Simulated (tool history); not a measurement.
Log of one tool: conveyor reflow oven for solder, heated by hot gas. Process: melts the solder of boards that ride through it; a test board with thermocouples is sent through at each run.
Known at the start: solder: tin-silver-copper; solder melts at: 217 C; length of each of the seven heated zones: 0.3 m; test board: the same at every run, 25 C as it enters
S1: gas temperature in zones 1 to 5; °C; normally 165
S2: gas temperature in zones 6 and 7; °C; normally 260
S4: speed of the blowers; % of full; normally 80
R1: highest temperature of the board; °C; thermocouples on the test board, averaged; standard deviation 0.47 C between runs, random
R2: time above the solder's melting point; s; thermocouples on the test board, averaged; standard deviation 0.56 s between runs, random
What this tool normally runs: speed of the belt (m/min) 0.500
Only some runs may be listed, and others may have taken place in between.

Run 1, day 0.000: usual settings. Result: R1 240.2 °C, R2 39.3 s.
Run 2, day 1.288: usual settings. Result: R1 238.5 °C, R2 39.9 s.
Run 3, day 2.858: usual settings. Result: R1 239.4 °C, R2 39.3 s.
Run 4, day 4.362: usual settings. Result: R1 239.7 °C, R2 39.1 s.
Run 5, day 5.662: usual settings. Result: R1 238.6 °C, R2 39.0 s.
Run 6, day 6.721: usual settings. Result: R1 238.6 °C, R2 37.9 s.
Run 7, day 7.638: usual settings but S2 258 °C. Result: R1 237.2 °C, R2 36.5 s.
Run 8, day 8.367: usual settings but S2 272 °C. Result: R1 248.3 °C, R2 47.4 s.
Run 9, day 9.938: usual settings. Result: R1 237.7 °C, R2 38.4 s.
Run 10, day 11.550: usual settings. Result: R1 237.4 °C, R2 36.9 s.
Run 11, day 12.558: usual settings. Result: R1 237.6 °C, R2 36.3 s.
Run 12, day 13.767: usual settings. Result: R1 236.7 °C, R2 36.5 s.
Run 13, day 14.908: usual settings. Result: R1 236.3 °C, R2 37.2 s.
At day 15.925: thermocouples of zones 6 and 7 changed.
Run 14, day 16.454: usual settings. Result: R1 238.6 °C, R2 37.9 s.
Run 15, day 17.229: usual settings. Result: R1 237.7 °C, R2 37.7 s.
Run 16, day 18.429: usual settings. Result: R1 237.5 °C, R2 37.7 s.
Run 17, day 20.079: usual settings but S2 250 °C, S4 63 % of full. Result: R1 223.6 °C, R2 16.6 s.
Run 18, day 20.833: usual settings but S1 176 °C. Result: R1 240.2 °C, R2 42.7 s.
Run 19, day 21.904: usual settings but S1 176 °C. Result: R1 239.5 °C, R2 43.1 s.
Run 20, day 22.771: usual settings but S1 168 °C, S2 259 °C. Result: R1 236.6 °C, R2 38.4 s.
At day 23.054: flux residue cleaned out of gas plates and filters.
Run 21, day 24.400: usual settings but S1 179 °C, S2 263 °C, speed of the belt (m/min) 0.578, S4 54 % of full. Result: R1 225.0 °C, R2 15.2 s.
Run 22, day 25.933: usual settings but S1 179 °C, S2 263 °C, speed of the belt (m/min) 0.578, S4 54 % of full. Result: R1 225.4 °C, R2 14.3 s.
Run 23, day 27.479: usual settings but S1 179 °C, S2 263 °C, speed of the belt (m/min) 0.578, S4 54 % of full. Result: R1 225.2 °C, R2 13.3 s.
At day 28.079: flux residue cleaned out of gas plates and filters, once more.
Run 24, day 28.667: usual settings but S1 161 °C, S2 259 °C, speed of the belt (m/min) 0.536, S4 54 % of full. Result: R1 225.3 °C, R2 16.0 s.
Run 25, day 29.638: usual settings but S1 161 °C, S2 259 °C, speed of the belt (m/min) 0.536, S4 54 % of full. Result: R1 225.2 °C, R2 15.2 s.
Run 26, day 30.367: usual settings but S1 161 °C, S2 259 °C, speed of the belt (m/min) 0.536, S4 54 % of full. Result: R1 225.4 °C, R2 15.0 s.
Run 27, day 31.233: usual settings but S1 161 °C, S2 259 °C, speed of the belt (m/min) 0.536, S4 54 % of full. Result: R1 225.0 °C, R2 14.8 s.
Run 28, day 32.438: usual settings but S1 161 °C, S2 259 °C, speed of the belt (m/min) 0.536, S4 54 % of full. Result: R1 223.2 °C, R2 14.5 s.
Run 29, day 33.246: usual settings but S1 161 °C, S2 252 °C, speed of the belt (m/min) 0.550, S4 52 % of full. Result: R1 217.9 °C, R2 0.2 s.
Run 30, day 34.425: usual settings but S1 173 °C, S2 253 °C, speed of the belt (m/min) 0.517, S4 65 % of full. Result: R1 230.2 °C, R2 26.8 s.
Run 31, day 35.558: usual settings but S1 173 °C, S2 253 °C, speed of the belt (m/min) 0.406, S4 65 % of full. Result: R1 238.2 °C, R2 50.3 s.

Here are 4 independent what-if runs from the current tool condition. What would each one return?
Run A, day 36.804: usual settings but S1 177 °C, S2 265 °C, speed of the belt (m/min) 0.545, S4 65 % of full. Result: R1 ?, R2 ?.
Run B, day 36.804: usual settings but S1 171 °C, S2 253 °C, speed of the belt (m/min) 0.406, S4 56 % of full. Result: R1 ?, R2 ?.
Run C, day 36.804: usual settings but S1 156 °C, S2 262 °C, S4 53 % of full. Result: R1 ?, R2 ?.
Run D, day 36.804: usual settings but S1 171 °C, S2 253 °C, speed of the belt (m/min) 0.486, S4 65 % of full. Result: R1 ?, R2 ?.

run     R1    R2
  A  237.8  35.4
  B  234.0  43.7
  C  227.2  19.4
  D  231.7  31.3
Take away the tool's hidden state, keep each run's random variation, and the runs would have read:
run     R1    R2
  A  239.0  36.7
  B  234.8  44.9
  C  228.3  21.1
  D  232.8  32.9
